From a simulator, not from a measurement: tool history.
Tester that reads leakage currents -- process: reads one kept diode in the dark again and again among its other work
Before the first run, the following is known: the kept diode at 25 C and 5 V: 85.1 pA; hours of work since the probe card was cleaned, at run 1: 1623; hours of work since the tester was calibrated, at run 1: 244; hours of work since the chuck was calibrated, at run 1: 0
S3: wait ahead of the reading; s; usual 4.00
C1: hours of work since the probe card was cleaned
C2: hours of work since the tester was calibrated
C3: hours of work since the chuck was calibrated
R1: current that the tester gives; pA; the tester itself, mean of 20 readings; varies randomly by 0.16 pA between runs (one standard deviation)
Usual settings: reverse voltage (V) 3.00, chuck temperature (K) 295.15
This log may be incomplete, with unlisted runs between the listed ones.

run 1 hour=0.0 | reverse_voltage_(V)=3.00 chuck_temperature_(K)=295.15 S3=4.00 | C1=1623 C2=244 C3=0 | R1=49.11
run 2 hour=133.4 | reverse_voltage_(V)=3.00 chuck_temperature_(K)=295.15 S3=4.00 | C1=1699 C2=320 C3=76 | R1=49.40
run 3 hour=203.9 | reverse_voltage_(V)=3.00 chuck_temperature_(K)=295.15 S3=4.00 | C1=1739 C2=360 C3=116 | R1=49.44
run 4 hour=272.0 | reverse_voltage_(V)=3.00 chuck_temperature_(K)=295.15 S3=4.00 | C1=1778 C2=399 C3=155 | R1=49.24
run 5 hour=418.3 | reverse_voltage_(V)=3.00 chuck_temperature_(K)=295.15 S3=4.00 | C1=1861 C2=482 C3=238 | R1=49.24
run 6 hour=536.1 | reverse_voltage_(V)=3.00 chuck_temperature_(K)=295.15 S3=4.00 | C1=1928 C2=549 C3=305 | R1=49.06
run 7 hour=650.2 | reverse_voltage_(V)=3.00 chuck_temperature_(K)=295.15 S3=4.00 | C1=1993 C2=614 C3=370 | R1=49.19
run 8 hour=764.1 | reverse_voltage_(V)=3.00 chuck_temperature_(K)=295.15 S3=4.00 | C1=2058 C2=679 C3=435 | R1=49.14
run 9 hour=882.4 | reverse_voltage_(V)=7.22 chuck_temperature_(K)=295.15 S3=4.00 | C1=2125 C2=747 C3=503 | R1=83.40
run 10 hour=950.2 | reverse_voltage_(V)=3.00 chuck_temperature_(K)=295.15 S3=4.00 | C1=2164 C2=785 C3=541 | R1=49.02
run 11 hour=1046.9 | reverse_voltage_(V)=3.00 chuck_temperature_(K)=295.15 S3=4.00 | C1=2219 C2=840 C3=597 | R1=49.54
-- hour=1153.7 probe card cleaned and baked
run 12 hour=1153.7 | reverse_voltage_(V)=3.00 chuck_temperature_(K)=295.15 S3=4.00 | C1=0 C2=899 C3=656 | R1=49.19
run 13 hour=1263.8 | reverse_voltage_(V)=3.00 chuck_temperature_(K)=295.15 S3=4.00 | C1=63 C2=962 C3=718 | R1=49.15
run 14 hour=1367.0 | reverse_voltage_(V)=5.54 chuck_temperature_(K)=295.15 S3=4.00 | C1=122 C2=1021 C3=777 | R1=71.20
run 15 hour=1443.3 | reverse_voltage_(V)=5.54 chuck_temperature_(K)=295.15 S3=4.00 | C1=165 C2=1064 C3=821 | R1=71.36
run 16 hour=1585.3 | reverse_voltage_(V)=5.54 chuck_temperature_(K)=295.15 S3=4.00 | C1=246 C2=1145 C3=902 | R1=71.30
run 17 hour=1698.2 | reverse_voltage_(V)=3.00 chuck_temperature_(K)=309.15 S3=4.00 | C1=310 C2=1210 C3=966 | R1=148.35
run 18 hour=1846.5 | reverse_voltage_(V)=3.00 chuck_temperature_(K)=295.15 S3=0.56 | C1=395 C2=1294 C3=1050 | R1=49.89
run 19 hour=1951.1 | reverse_voltage_(V)=3.00 chuck_temperature_(K)=295.15 S3=0.56 | C1=454 C2=1354 C3=1110 | R1=50.09
run 20 hour=2038.9 | reverse_voltage_(V)=3.00 chuck_temperature_(K)=295.15 S3=4.00 | C1=504 C2=1404 C3=1160 | R1=49.37
run 21 hour=2109.3 | reverse_voltage_(V)=3.00 chuck_temperature_(K)=295.15 S3=1.59 | C1=545 C2=1444 C3=1200 | R1=49.44
run 22 hour=2206.7 | reverse_voltage_(V)=3.00 chuck_temperature_(K)=295.15 S3=1.59 | C1=600 C2=1499 C3=1256 | R1=49.41
run 23 hour=2267.7 | reverse_voltage_(V)=4.45 chuck_temperature_(K)=307.15 S3=0.78 | C1=635 C2=1534 C3=1290 | R1=161.75
run 24 hour=2328.4 | reverse_voltage_(V)=1.75 chuck_temperature_(K)=306.15 S3=4.00 | C1=669 C2=1569 C3=1325 | R1=85.76
run 25 hour=2391.6 | reverse_voltage_(V)=6.06 chuck_temperature_(K)=315.15 S3=2.37 | C1=705 C2=1605 C3=1361 | R1=350.39
run 26 hour=2482.4 | reverse_voltage_(V)=5.68 chuck_temperature_(K)=312.15 S3=7.03 | C1=757 C2=1657 C3=1413 | R1=271.45
run 27 hour=2573.3 | reverse_voltage_(V)=11.79 chuck_temperature_(K)=295.15 S3=4.00 | C1=809 C2=1708 C3=1465 | R1=112.72
run 28 hour=2636.6 | reverse_voltage_(V)=3.05 chuck_temperature_(K)=302.15 S3=1.55 | C1=845 C2=1744 C3=1501 | R1=87.89
run 29 hour=2729.1 | reverse_voltage_(V)=15.37 chuck_temperature_(K)=297.15 S3=1.15 | C1=898 C2=1797 C3=1553 | R1=156.14
run 30 hour=2843.8 | reverse_voltage_(V)=1.79 chuck_temperature_(K)=295.15 S3=4.00 | C1=963 C2=1863 C3=1619 | R1=36.14
run 31 hour=2957.1 | reverse_voltage_(V)=17.20 chuck_temperature_(K)=295.15 S3=1.53 | C1=1028 C2=1927 C3=1683 | R1=141.29
run 32 hour=3035.1 | reverse_voltage_(V)=2.12 chuck_temperature_(K)=308.15 S3=1.53 | C1=1072 C2=1972 C3=1728 | R1=111.89
run 33 hour=3155.2 | reverse_voltage_(V)=1.04 chuck_temperature_(K)=299.15 S3=1.14 | C1=1140 C2=2040 C3=1796 | R1=36.08
run 34 hour=3289.5 | reverse_voltage_(V)=1.04 chuck_temperature_(K)=299.15 S3=1.14 | C1=1217 C2=2116 C3=1873 | R1=36.25
-- hour=3364.6 chuck's temperature calibrated
run 35 hour=3408.0 | reverse_voltage_(V)=1.04 chuck_temperature_(K)=299.15 S3=1.14 | C1=1283 C2=2183 C3=25 | R1=36.36
run 36 hour=3554.2 | reverse_voltage_(V)=1.15 chuck_temperature_(K)=295.15 S3=4.00 | C1=1367 C2=2266 C3=108 | R1=27.67
run 37 hour=3700.4 | reverse_voltage_(V)=12.23 chuck_temperature_(K)=309.15 S3=4.24 | C1=1450 C2=2349 C3=191 | R1=344.86
run 38 hour=3766.9 | reverse_voltage_(V)=12.23 chuck_temperature_(K)=309.15 S3=4.24 | C1=1488 C2=2387 C3=229 | R1=342.65
run 39 hour=3882.7 | reverse_voltage_(V)=19.65 chuck_temperature_(K)=309.15 S3=4.24 | C1=1554 C2=2453 C3=295 | R1=458.63
run 40 hour=4001.2 | reverse_voltage_(V)=19.65 chuck_temperature_(K)=309.15 S3=4.24 | C1=1621 C2=2521 C3=363 | R1=457.96

Alternative continuations, all from the tool just after run 40; predict every row:
run A hour=4071.0 | reverse_voltage_(V)=3.22 chuck_temperature_(K)=310.15 S3=0.38 | C1=1661 C2=2561 C3=403 | R1=?
run B hour=4071.0 | reverse_voltage_(V)=3.49 chuck_temperature_(K)=309.15 S3=4.24 | C1=1661 C2=2561 C3=403 | R1=?
run C hour=4071.0 | reverse_voltage_(V)=11.56 chuck_temperature_(K)=309.15 S3=4.24 | C1=1661 C2=2561 C3=403 | R1=?

run=A R1=168.25
run=B R1=161.49
run=C R1=333.16
Without the tool's unlogged condition, the same runs would have read:
run=A R1=168.26
run=B R1=161.49
run=C R1=333.11

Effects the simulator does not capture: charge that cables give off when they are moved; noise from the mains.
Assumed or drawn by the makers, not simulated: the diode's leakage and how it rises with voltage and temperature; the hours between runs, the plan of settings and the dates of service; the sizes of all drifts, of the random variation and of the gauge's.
